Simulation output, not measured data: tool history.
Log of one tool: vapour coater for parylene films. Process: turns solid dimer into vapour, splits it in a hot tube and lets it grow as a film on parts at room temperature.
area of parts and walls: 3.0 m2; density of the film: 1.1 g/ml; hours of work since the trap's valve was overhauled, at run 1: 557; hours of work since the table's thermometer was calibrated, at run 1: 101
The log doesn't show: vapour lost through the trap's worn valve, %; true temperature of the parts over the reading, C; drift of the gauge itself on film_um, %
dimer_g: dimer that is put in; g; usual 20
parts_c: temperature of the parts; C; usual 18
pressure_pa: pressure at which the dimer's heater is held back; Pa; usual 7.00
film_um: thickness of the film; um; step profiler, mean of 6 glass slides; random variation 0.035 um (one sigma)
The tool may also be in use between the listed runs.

run	day	dimer_g	parts_c	pressure_pa	hours of work since the trap's valve was overhauled	hours of work since the table's thermometer was calibrated	film_um
1	0.000	20	18	7.00	557	101	3.73
2	0.521	20	18	7.00	565	109	3.71
3	0.954	20	18	7.00	571	115	3.73
4	1.446	20	18	7.00	579	123	3.67
5	1.921	30	18	7.00	586	130	5.63
6	2.346	16	18	7.00	592	136	2.98
7	2.671	20	18	7.00	597	141	3.69
# day 3.371: trap's valve overhauled
8	3.521	20	18	7.00	2	151	4.19
9	4.121	20	18	2.92	11	160	4.97
10	4.708	20	18	2.92	20	169	5.02
11	5.096	20	18	2.92	26	175	5.04
12	5.417	20	18	2.92	31	180	5.05
13	6.046	10	11	7.00	40	189	2.75
14	6.354	20	16	6.31	45	194	4.64
15	6.742	17	27	7.68	51	200	2.48
16	7.133	17	27	7.68	56	206	2.47
17	7.425	20	21	11.99	61	210	3.36
18	7.917	20	21	11.99	68	217	3.34
19	8.325	20	21	11.99	74	223	3.28
20	8.796	19	23	7.00	81	230	3.24
21	9.429	19	23	7.00	91	240	3.29
22	9.792	19	23	7.00	96	245	3.28
23	10.183	24	18	11.81	102	251	4.48
24	10.846	20	29	5.21	112	261	2.89

Hidden state or all else? Some run-to-run changes of film_um, split into what the settings, what came in and random variation would give without the hidden state, and what is left for the hidden state (with any gauge scatter that isn't in both results):
Run 5 -> 6: dimer_g 30 -> 16. film_um -2.65 um: hidden state +0.35, all else -3.00.
Run 7 -> 8: trap's valve overhauled. film_um +0.50 um: hidden state +0.50, all else +0.00.
Run 12 -> 13: dimer_g 20 -> 10, parts_c 18 -> 11, pressure_pa 2.92 -> 7.00. film_um -2.30 um: hidden state +0.00, all else -2.30.
